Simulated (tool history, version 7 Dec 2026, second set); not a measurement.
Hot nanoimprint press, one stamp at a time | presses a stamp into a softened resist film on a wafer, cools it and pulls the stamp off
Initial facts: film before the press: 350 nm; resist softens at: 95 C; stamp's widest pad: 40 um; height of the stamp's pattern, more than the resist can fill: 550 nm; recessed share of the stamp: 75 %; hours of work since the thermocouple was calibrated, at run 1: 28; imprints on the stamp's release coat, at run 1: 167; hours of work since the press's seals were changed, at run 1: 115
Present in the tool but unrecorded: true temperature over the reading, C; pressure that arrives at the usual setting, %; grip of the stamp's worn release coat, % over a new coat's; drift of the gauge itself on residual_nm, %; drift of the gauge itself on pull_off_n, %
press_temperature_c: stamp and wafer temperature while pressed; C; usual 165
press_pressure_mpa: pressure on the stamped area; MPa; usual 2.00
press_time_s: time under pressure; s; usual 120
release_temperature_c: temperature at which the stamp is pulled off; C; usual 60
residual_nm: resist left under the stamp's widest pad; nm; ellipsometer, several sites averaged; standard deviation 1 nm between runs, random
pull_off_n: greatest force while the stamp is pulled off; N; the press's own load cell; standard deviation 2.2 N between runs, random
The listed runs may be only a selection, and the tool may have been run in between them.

run,hour,press_temperature_c,press_pressure_mpa,press_time_s,release_temperature_c,hours of work since the thermocouple was calibrated,imprints on the stamp's release coat,hours of work since the press's seals were changed,residual_nm,pull_off_n
1,0.0,165,2.00,120,60,28,167,115,150.9,104
2,12.5,165,2.00,120,60,34,198,120,151.1,105
3,36.2,165,2.00,120,60,43,255,130,151.7,106
4,56.6,165,2.00,120,60,52,305,138,151.2,104
5,77.4,165,2.00,120,60,60,356,147,153.0,103
6,105.0,165,2.00,120,60,72,423,158,154.3,106
7,131.0,167,2.00,120,60,83,486,169,140.5,105
8,147.2,167,3.20,120,60,89,526,176,112.4,106
9,161.6,167,3.20,120,60,95,561,182,113.1,107
10,175.4,167,3.20,120,60,101,595,188,113.4,111
11,197.9,171,3.20,120,60,110,650,197,95.8,107
12,209.6,171,3.20,120,60,115,678,202,94.5,109
13,236.8,171,3.20,120,60,126,744,213,97.9,115
14,255.7,171,3.20,120,60,134,790,221,96.3,107
15,282.1,153,2.00,120,60,145,855,232,241.6,106
16,305.9,165,2.94,190,65,155,913,242,106.2,108
17,322.2,165,1.33,120,53,162,952,248,181.1,115
18,346.8,165,2.61,120,60,172,1013,258,136.7,108
19,368.3,172,2.00,92,60,181,1065,267,128.9,111
# hour 372.8: plate thermocouple calibrated
20,389.1,172,2.00,92,60,7,1108,275,131.3,109
21,415.0,172,2.00,92,60,17,1171,285,131.5,111
22,428.6,172,2.00,92,51,23,1205,291,132.4,123
23,442.3,172,2.00,92,51,29,1238,297,131.2,125
# hour 454.3: plate thermocouple calibrated, once more
24,471.0,167,2.91,68,51,7,1301,307,149.0,122
25,493.4,164,2.91,62,46,16,1355,317,173.2,130
26,507.2,171,1.29,239,48,22,1389,322,111.6,126
27,532.9,167,2.00,120,60,32,1452,333,141.9,114

What if the next run were any one of these 3? Each begins from the tool's condition after run 27:
# hour 554.6: stamp cleaned and given a new release coat
A,563.6,168,1.53,224,60,43,22,343,?,?
# hour 554.6: stamp cleaned and given a new release coat
B,563.6,167,2.00,120,53,43,22,343,?,?
# hour 554.6: stamp cleaned and given a new release coat
C,563.6,167,1.77,120,60,43,22,343,?,?

run,residual_nm,pull_off_n
A,120.1,98
B,141.9,111
C,151.1,104
Without the tool's unlogged condition, the same runs would have read:
run,residual_nm,pull_off_n
A,118.4,98
B,139.6,110
C,148.9,104

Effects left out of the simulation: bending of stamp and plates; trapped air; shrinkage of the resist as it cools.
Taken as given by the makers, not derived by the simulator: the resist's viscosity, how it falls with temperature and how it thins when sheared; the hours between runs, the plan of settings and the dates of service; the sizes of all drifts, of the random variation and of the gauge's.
